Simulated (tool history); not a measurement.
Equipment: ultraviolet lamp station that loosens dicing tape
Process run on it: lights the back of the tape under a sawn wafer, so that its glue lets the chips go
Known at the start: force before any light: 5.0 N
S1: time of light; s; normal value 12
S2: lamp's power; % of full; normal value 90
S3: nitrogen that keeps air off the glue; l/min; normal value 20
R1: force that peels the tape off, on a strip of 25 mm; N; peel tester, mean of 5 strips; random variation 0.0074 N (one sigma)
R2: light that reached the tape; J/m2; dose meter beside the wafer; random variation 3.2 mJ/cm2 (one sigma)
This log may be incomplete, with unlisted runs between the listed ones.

run	hour	S1	S2	S3	R1	R2
1	0	12	90	20	0.277	4990
2	20.7	12	90	20	0.269	5000
3	58.3	12	90	20	0.269	5030
4	84.2	11	90	20	0.31	4590
5	113.3	11	90	20	0.309	4600
6	145.1	11	90	20	0.317	4600
7	184.7	11	90	20	0.317	4630
8	213.8	12	72	20	0.421	4030
9	241.8	12	72	20	0.404	4080
# hour 281.7: window cleaned of glue's vapour
10	282.8	7	90	20	0.719	2900
11	299.8	7	90	20	0.705	2920
12	329.9	7	90	20	0.755	2900
13	365.4	12	90	20	0.282	5010
14	398.7	12	90	20	0.274	5030
15	419.3	12	90	20	0.272	4980
16	452.9	12	90	20	0.281	5010
17	488.9	12	90	20	0.265	5010
18	525.6	12	90	20	0.271	4920
19	559.5	12	90	20	0.249	5000
20	585.5	12	90	20	0.277	4990
21	620.2	12	90	20	0.284	4970
22	645	12	90	20	0.259	5050
23	679.2	11	62	20	0.65	3160
24	714.3	11	97	20	0.272	4960
25	735.1	12	81	16	0.359	4500
26	766.4	13	78	13	0.389	4660
27	784.2	6	74	38	0.962	2030
28	818.7	6	74	38	0.976	2070
29	851	6	73	21	1.219	2000
30	867.5	8	90	14	0.683	3320
31	893.3	10	88	9	0.632	4060
32	923.9	10	88	9	0.602	4110
33	944.7	17	72	14	0.266	5690
34	975.2	12	75	36	0.297	4120
35	1005.5	10	89	7	0.697	4120
# hour 1018.4: window cleaned of glue's vapour
36	1041.3	10	89	7	0.704	4120
37	1068.4	17	93	9	0.216	7280
38	1096.9	17	93	9	0.234	7350
39	1123.8	17	93	9	0.22	7360
40	1159.9	17	93	40	0.149	7340
41	1181	17	93	40	0.142	7330

Estimate the outcome of run 42 from the log above:
42	1215.1	17	93	40	?	?

R1: 0.156 N
R2: 7290 J/m2
With no hidden state in the tool, this same run would have given R1 0.156 N, R2 7310 J/m2.
